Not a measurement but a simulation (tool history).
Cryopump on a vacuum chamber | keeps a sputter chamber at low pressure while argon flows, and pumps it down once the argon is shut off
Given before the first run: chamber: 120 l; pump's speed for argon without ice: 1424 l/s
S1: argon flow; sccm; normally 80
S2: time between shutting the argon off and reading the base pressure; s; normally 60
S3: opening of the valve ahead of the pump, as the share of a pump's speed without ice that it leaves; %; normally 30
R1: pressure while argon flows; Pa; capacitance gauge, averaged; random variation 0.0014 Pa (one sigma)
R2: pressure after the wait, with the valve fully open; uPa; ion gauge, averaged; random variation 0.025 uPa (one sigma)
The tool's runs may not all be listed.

run	hour	S1	S2	S3	R1	R2
1	0	80	60	30	0.3251	2.11
2	13.8	80	33	30	0.3251	2.59
3	39.7	80	33	30	0.3272	2.63
4	63.5	80	78	30	0.3268	1.92
5	80.5	80	78	30	0.3276	1.92
6	97.1	80	78	30	0.3285	1.93
7	116.9	80	78	30	0.3272	1.93
8	146.1	80	78	30	0.3293	1.97
9	161.2	80	78	30	0.3303	2.01
10	177.4	80	78	30	0.3304	2.02
11	198.5	80	78	30	0.3294	2.02
12	220.8	80	78	30	0.3312	2.03
13	248.5	80	60	50	0.205	2.27
14	278.2	94	130	15	0.7605	1.94
15	295.3	60	60	31	0.2408	2.3
16	308	60	60	31	0.2389	2.38
17	335.7	46	261	30	0.1896	1.77
18	357	56	60	30	0.2351	2.44
19	386.8	57	148	23	0.3034	1.94

Branching from run 19: 5 alternative next runs. What would each branch give?
A	416	87	59	23	?	?
B	416	42	40	19	?	?
C	416	41	214	44	?	?
D	416	80	27	21	?	?
E	416	57	36	22	?	?

run	R1	R2
A	0.4655	2.4
B	0.2715	2.79
C	0.1207	1.91
D	0.4705	3.32
E	0.3186	2.91
Without the tool's unlogged condition, the same runs would have read:
run	R1	R2
A	0.4461	0.94
B	0.2621	1.31
C	0.1115	0.39
D	0.4526	1.82
E	0.3059	1.43

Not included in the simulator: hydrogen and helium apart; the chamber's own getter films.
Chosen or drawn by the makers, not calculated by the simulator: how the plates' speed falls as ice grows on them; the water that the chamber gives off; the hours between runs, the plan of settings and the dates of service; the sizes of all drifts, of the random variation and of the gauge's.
